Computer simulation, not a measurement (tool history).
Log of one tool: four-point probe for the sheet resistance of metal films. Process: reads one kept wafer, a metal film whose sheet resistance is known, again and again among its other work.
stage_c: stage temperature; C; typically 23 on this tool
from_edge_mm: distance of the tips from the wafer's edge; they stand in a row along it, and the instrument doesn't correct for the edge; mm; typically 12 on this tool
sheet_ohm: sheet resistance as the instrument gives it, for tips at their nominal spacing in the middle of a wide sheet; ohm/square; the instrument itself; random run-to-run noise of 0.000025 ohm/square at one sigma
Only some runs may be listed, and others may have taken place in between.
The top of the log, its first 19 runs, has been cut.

run   hour  stage_c  from_edge_mm  sheet_ohm
 20  233.1       20             5   0.130968
 21  246.0       20             5   0.131016
 22  258.6       20             5   0.131011
 23  266.3       20             5   0.130995
 24  282.0       27            20   0.126875
 25  293.5       27            11   0.127550
 26  311.0       27            11   0.127488
 27  327.0       34             3   0.137557
 28  336.2       24            69   0.126689

Estimate the outcome of run 29 from the log above:
 29  349.4       20            10          ?

{"run 29": {"sheet_ohm": 0.127853}}
Without the tool's hidden state the same run would have given sheet_ohm 0.127858 ohm/square.
